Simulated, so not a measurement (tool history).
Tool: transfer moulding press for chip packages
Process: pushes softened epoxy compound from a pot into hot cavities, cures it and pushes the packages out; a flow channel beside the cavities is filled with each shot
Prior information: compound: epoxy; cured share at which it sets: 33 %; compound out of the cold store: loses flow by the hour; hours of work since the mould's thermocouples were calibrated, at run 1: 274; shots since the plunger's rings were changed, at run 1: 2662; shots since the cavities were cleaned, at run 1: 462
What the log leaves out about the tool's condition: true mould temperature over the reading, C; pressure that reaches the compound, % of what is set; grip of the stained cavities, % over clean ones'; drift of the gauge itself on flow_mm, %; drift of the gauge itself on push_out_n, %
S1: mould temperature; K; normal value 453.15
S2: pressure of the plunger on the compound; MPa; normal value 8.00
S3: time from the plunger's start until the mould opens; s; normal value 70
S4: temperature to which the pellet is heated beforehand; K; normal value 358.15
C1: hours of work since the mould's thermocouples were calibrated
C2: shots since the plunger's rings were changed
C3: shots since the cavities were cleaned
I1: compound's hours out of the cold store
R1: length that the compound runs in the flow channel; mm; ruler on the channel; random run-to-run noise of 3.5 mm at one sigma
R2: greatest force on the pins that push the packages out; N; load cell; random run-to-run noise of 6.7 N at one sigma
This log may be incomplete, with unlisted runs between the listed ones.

run    hour      S1    S2   S3      S4   C1    C2   C3    I1   R1   R2
  1     0.0  453.15  8.00   70  358.15  274  2662  462   9.7  952  423
       39.2  -- cavities cleaned with cleaning compound and waxed
  2    39.2  453.15  8.00   70  358.15  292  3162    0  17.3  920  594
       49.8  -- plunger's sealing rings changed
  3   103.7  453.15  8.00   70  358.15  323   717  825  27.1  904  555
      116.2  -- cavities cleaned with cleaning compound and waxed
      188.0  -- cavities cleaned with cleaning compound and waxed
  4   188.2  453.15  8.00   70  358.15  364  1800    3  13.9  941  293
      219.7  -- cavities cleaned with cleaning compound and waxed, once more
  5   258.6  453.15  8.00   70  358.15  398  2716  517  28.6  881  408
      286.0  -- mould's thermocouples calibrated
      294.5  -- cavities cleaned with cleaning compound and waxed
      308.5  -- plunger's sealing rings changed
  6   319.0  453.15  8.00   70  358.15   15   140  292  28.3  899  375
      369.5  -- cavities cleaned with cleaning compound and waxed
  7   399.8  453.15  8.00   70  358.15   54  1193  402  39.3  848  381
      438.9  -- cavities cleaned with cleaning compound and waxed
  8   438.9  454.15  8.00   70  358.15   73  1693    0  13.2  951  265
  9   496.2  453.15  8.00   70  358.15  101  2455  762  22.1  903  469
      507.9  -- cavities cleaned with cleaning compound and waxed
      563.3  -- plunger's sealing rings changed
 10   575.9  455.15  8.00   70  358.15  139   167  871   9.9  961  456
      581.6  -- cavities cleaned with cleaning compound and waxed
 11   641.6  455.15  7.50   75  349.15  171  1020  796   8.8  940  410
      650.4  -- cavities cleaned with cleaning compound and waxed
      723.0  -- cavities cleaned with cleaning compound and waxed
 12   724.2  455.15  7.50   75  349.15  211  2079   17  22.7  873  249
 13   770.4  455.15  7.50   75  349.15  234  2692  630  17.0  889  365
      794.5  -- cavities cleaned with cleaning compound and waxed
      819.0  -- plunger's sealing rings changed
 14   854.6  455.15  7.50   75  349.15  274   473  765  12.6  927  425
      866.5  -- cavities cleaned with cleaning compound and waxed
      935.0  -- cavities cleaned with cleaning compound and waxed
 15   935.0  455.15  7.50   75  349.15  313  1502    0  26.1  872  239
 16   985.6  455.15  6.07   75  357.15  338  2174  672  44.3  718  388
     1007.4  -- cavities cleaned with cleaning compound and waxed
 17  1035.0  453.15  7.62  102  358.15  362  2811  366  37.2  830  300
     1072.7  -- plunger's sealing rings changed
     1079.2  -- cavities cleaned with cleaning compound and waxed
 18  1090.2  460.15  8.00   98  358.15  388   213  147  42.2  826  267
     1138.3  -- mould's thermocouples calibrated
     1151.2  -- cavities cleaned with cleaning compound and waxed
 19  1151.4  460.15  8.00   56  366.15    6   980    3  39.7  830  259
 20  1193.3  453.15  8.00   70  367.15   27  1537  560   8.9  964  434

For each entry between runs, how does the tool's hidden state at the last listed run before it compare with that at the first listed run after it?
Runs 1 to 2: cavities cleaned with cleaning compound and waxed (hour 39.2)
  true mould temperature over the reading, C: -0.24 -> -0.27; pressure that reaches the compound, % of what is set: 95.87 -> 95.1; grip of the stained cavities, % over clean ones': 53.5 -> 124.5
  measured minus no-state result, R1: -19 -> -22 mm; R2: +154 -> +333 N
Runs 2 to 3: plunger's sealing rings changed (hour 49.8)
  true mould temperature over the reading, C: -0.27 -> -0.33; pressure that reaches the compound, % of what is set: 95.1 -> 98.51; grip of the stained cavities, % over clean ones': 124.5 -> 106
  measured minus no-state result, R1: -22 -> -6 mm; R2: +333 -> +287 N
Runs 3 to 4: cavities cleaned with cleaning compound and waxed (hour 116.2); cavities cleaned with cleaning compound and waxed (hour 188.0)
  true mould temperature over the reading, C: -0.33 -> -0.41; pressure that reaches the compound, % of what is set: 98.51 -> 96.85; grip of the stained cavities, % over clean ones': 106 -> 1.3
  measured minus no-state result, R1: -6 -> -14 mm; R2: +287 -> +9 N
Runs 4 to 5: cavities cleaned with cleaning compound and waxed, once more (hour 219.7)
  true mould temperature over the reading, C: -0.41 -> -0.47; pressure that reaches the compound, % of what is set: 96.85 -> 95.59; grip of the stained cavities, % over clean ones': 1.3 -> 53.3
  measured minus no-state result, R1: -14 -> -18 mm; R2: +9 -> +147 N
Runs 5 to 6: mould's thermocouples calibrated (hour 286.0); cavities cleaned with cleaning compound and waxed (hour 294.5); plunger's sealing rings changed (hour 308.5)
  true mould temperature over the reading, C: -0.47 -> -0.32; pressure that reaches the compound, % of what is set: 95.59 -> 99.43; grip of the stained cavities, % over clean ones': 53.3 -> 38.9
  measured minus no-state result, R1: -18 -> -1 mm; R2: +147 -> +108 N
Runs 6 to 7: cavities cleaned with cleaning compound and waxed (hour 369.5)
  true mould temperature over the reading, C: -0.32 -> -0.4; pressure that reaches the compound, % of what is set: 99.43 -> 97.86; grip of the stained cavities, % over clean ones': 38.9 -> 45.7
  measured minus no-state result, R1: -1 -> -8 mm; R2: +108 -> +124 N
Runs 7 to 8: cavities cleaned with cleaning compound and waxed (hour 438.9)
  true mould temperature over the reading, C: -0.4 -> -0.43; pressure that reaches the compound, % of what is set: 97.86 -> 97.1; grip of the stained cavities, % over clean ones': 45.7 -> 2.8
  measured minus no-state result, R1: -8 -> -12 mm; R2: +124 -> +12 N
Runs 9 to 10: cavities cleaned with cleaning compound and waxed (hour 507.9); plunger's sealing rings changed (hour 563.3)
  true mould temperature over the reading, C: -0.49 -> -0.57; pressure that reaches the compound, % of what is set: 96 -> 99.63; grip of the stained cavities, % over clean ones': 68.5 -> 76.4
  measured minus no-state result, R1: -17 -> +1 mm; R2: +197 -> +202 N
Runs 10 to 11: cavities cleaned with cleaning compound and waxed (hour 581.6)
  true mould temperature over the reading, C: -0.57 -> -0.63; pressure that reaches the compound, % of what is set: 99.63 -> 98.38; grip of the stained cavities, % over clean ones': 76.4 -> 69.4
  measured minus no-state result, R1: +1 -> -5 mm; R2: +202 -> +170 N
Runs 11 to 12: cavities cleaned with cleaning compound and waxed (hour 650.4); cavities cleaned with cleaning compound and waxed (hour 723.0)
  true mould temperature over the reading, C: -0.63 -> -0.7; pressure that reaches the compound, % of what is set: 98.38 -> 96.81; grip of the stained cavities, % over clean ones': 69.4 -> 4
  measured minus no-state result, R1: -5 -> -12 mm; R2: +170 -> +13 N
Runs 13 to 14: cavities cleaned with cleaning compound and waxed (hour 794.5); plunger's sealing rings changed (hour 819.0)
  true mould temperature over the reading, C: -0.74 -> -0.82; pressure that reaches the compound, % of what is set: 96.08 -> 98.98; grip of the stained cavities, % over clean ones': 62.4 -> 71.2
  measured minus no-state result, R1: -15 -> -1 mm; R2: +145 -> +182 N
Runs 14 to 15: cavities cleaned with cleaning compound and waxed (hour 866.5); cavities cleaned with cleaning compound and waxed (hour 935.0)
  true mould temperature over the reading, C: -0.82 -> -0.9; pressure that reaches the compound, % of what is set: 98.98 -> 97.49; grip of the stained cavities, % over clean ones': 71.2 -> 3.6
  measured minus no-state result, R1: -1 -> -8 mm; R2: +182 -> +13 N
Runs 16 to 17: cavities cleaned with cleaning compound and waxed (hour 1007.4)
  true mould temperature over the reading, C: -0.95 -> -0.99; pressure that reaches the compound, % of what is set: 96.57 -> 95.64; grip of the stained cavities, % over clean ones': 66.5 -> 41.6
  measured minus no-state result, R1: -10 -> -15 mm; R2: +159 -> +91 N
Runs 17 to 18: plunger's sealing rings changed (hour 1072.7); cavities cleaned with cleaning compound and waxed (hour 1079.2)
  true mould temperature over the reading, C: -0.99 -> -1.04; pressure that reaches the compound, % of what is set: 95.64 -> 99.55; grip of the stained cavities, % over clean ones': 41.6 -> 20.5
  measured minus no-state result, R1: -15 -> +1 mm; R2: +91 -> +45 N
Runs 18 to 19: mould's thermocouples calibrated (hour 1138.3); cavities cleaned with cleaning compound and waxed (hour 1151.2)
  true mould temperature over the reading, C: -1.04 -> -0.06; pressure that reaches the compound, % of what is set: 99.55 -> 98.44; grip of the stained cavities, % over clean ones': 20.5 -> 1.9
  measured minus no-state result, R1: +1 -> -6 mm; R2: +45 -> +5 N
